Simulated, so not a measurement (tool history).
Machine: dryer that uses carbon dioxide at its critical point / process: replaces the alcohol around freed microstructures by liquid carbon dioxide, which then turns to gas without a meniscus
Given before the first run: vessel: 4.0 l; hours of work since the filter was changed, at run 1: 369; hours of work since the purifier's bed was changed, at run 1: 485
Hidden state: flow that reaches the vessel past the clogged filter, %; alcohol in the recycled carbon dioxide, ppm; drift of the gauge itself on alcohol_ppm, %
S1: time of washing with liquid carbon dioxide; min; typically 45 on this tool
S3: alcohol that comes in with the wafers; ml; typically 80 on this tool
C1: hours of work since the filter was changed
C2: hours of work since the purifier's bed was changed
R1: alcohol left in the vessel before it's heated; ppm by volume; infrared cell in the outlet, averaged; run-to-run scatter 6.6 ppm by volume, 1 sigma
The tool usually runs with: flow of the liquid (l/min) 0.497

{"run": 1, "hour": 0.0, "S1": 45, "flow of the liquid (l/min)": 0.497, "S3": 80, "C1": 369, "C2": 485, "R1": 426}
{"run": 2, "hour": 43.7, "S1": 45, "flow of the liquid (l/min)": 0.497, "S3": 80, "C1": 388, "C2": 504, "R1": 438}
{"run": 3, "hour": 89.5, "S1": 45, "flow of the liquid (l/min)": 0.497, "S3": 80, "C1": 408, "C2": 524, "R1": 446}
{"run": 4, "hour": 123.4, "S1": 45, "flow of the liquid (l/min)": 0.497, "S3": 32, "C1": 423, "C2": 539, "R1": 195}
{"run": 5, "hour": 171.0, "S1": 45, "flow of the liquid (l/min)": 0.564, "S3": 80, "C1": 443, "C2": 559, "R1": 284}
{"run": 6, "hour": 209.6, "S1": 45, "flow of the liquid (l/min)": 0.564, "S3": 80, "C1": 460, "C2": 576, "R1": 292}
{"run": 7, "hour": 264.4, "S1": 45, "flow of the liquid (l/min)": 0.564, "S3": 80, "C1": 484, "C2": 600, "R1": 294}
{"run": 8, "hour": 304.4, "S1": 45, "flow of the liquid (l/min)": 0.564, "S3": 80, "C1": 501, "C2": 617, "R1": 290}
{"run": 9, "hour": 371.0, "S1": 45, "flow of the liquid (l/min)": 0.783, "S3": 80, "C1": 530, "C2": 646, "R1": 90}
{"hour": 412.7, "done": "inlet filter changed"}
{"run": 10, "hour": 430.1, "S1": 45, "flow of the liquid (l/min)": 0.497, "S3": 80, "C1": 7, "C2": 671, "R1": 332}
{"run": 11, "hour": 477.4, "S1": 45, "flow of the liquid (l/min)": 0.356, "S3": 80, "C1": 28, "C2": 692, "R1": 1082}
{"run": 12, "hour": 505.3, "S1": 45, "flow of the liquid (l/min)": 0.699, "S3": 80, "C1": 40, "C2": 704, "R1": 85}
{"run": 13, "hour": 560.9, "S1": 45, "flow of the liquid (l/min)": 0.699, "S3": 80, "C1": 64, "C2": 728, "R1": 102}
{"run": 14, "hour": 606.7, "S1": 45, "flow of the liquid (l/min)": 0.699, "S3": 80, "C1": 84, "C2": 748, "R1": 87}
{"run": 15, "hour": 651.2, "S1": 70, "flow of the liquid (l/min)": 0.568, "S3": 25, "C1": 103, "C2": 767, "R1": 49}
{"run": 16, "hour": 692.9, "S1": 58, "flow of the liquid (l/min)": 0.475, "S3": 25, "C1": 121, "C2": 785, "R1": 91}
{"run": 17, "hour": 729.9, "S1": 58, "flow of the liquid (l/min)": 0.341, "S3": 70, "C1": 137, "C2": 801, "R1": 557}
{"run": 18, "hour": 786.2, "S1": 58, "flow of the liquid (l/min)": 0.341, "S3": 70, "C1": 162, "C2": 825, "R1": 567}
{"run": 19, "hour": 850.3, "S1": 58, "flow of the liquid (l/min)": 0.341, "S3": 70, "C1": 189, "C2": 853, "R1": 574}
{"run": 20, "hour": 913.6, "S1": 57, "flow of the liquid (l/min)": 0.635, "S3": 34, "C1": 217, "C2": 880, "R1": 66}
{"run": 21, "hour": 972.8, "S1": 45, "flow of the liquid (l/min)": 0.57, "S3": 71, "C1": 242, "C2": 906, "R1": 227}
{"run": 22, "hour": 1025.6, "S1": 45, "flow of the liquid (l/min)": 0.838, "S3": 105, "C1": 265, "C2": 929, "R1": 80}
{"run": 23, "hour": 1088.1, "S1": 45, "flow of the liquid (l/min)": 0.838, "S3": 105, "C1": 292, "C2": 956, "R1": 78}
{"run": 24, "hour": 1152.7, "S1": 45, "flow of the liquid (l/min)": 0.51, "S3": 24, "C1": 320, "C2": 984, "R1": 152}
{"run": 25, "hour": 1200.3, "S1": 49, "flow of the liquid (l/min)": 0.497, "S3": 70, "C1": 341, "C2": 1005, "R1": 306}
{"hour": 1251.0, "done": "purifier's bed changed"}
{"run": 26, "hour": 1262.3, "S1": 49, "flow of the liquid (l/min)": 0.312, "S3": 70, "C1": 366, "C2": 5, "R1": 1349}

Branching from run 26: 3 alternative next runs. What would each branch give?
{"run": "A", "hour": 1323.7, "S1": 34, "flow of the liquid (l/min)": 0.312, "S3": 38, "C1": 393, "C2": 31, "R1": "?"}
{"run": "B", "hour": 1323.7, "S1": 61, "flow of the liquid (l/min)": 0.312, "S3": 70, "C1": 393, "C2": 31, "R1": "?"}
{"run": "C", "hour": 1323.7, "S1": 35, "flow of the liquid (l/min)": 0.618, "S3": 70, "C1": 393, "C2": 31, "R1": "?"}

run=A R1=1613
run=B R1=720
run=C R1=402
Without the tool's hidden state the same runs would have given:
run=A R1=1361
run=B R1=530
run=C R1=282
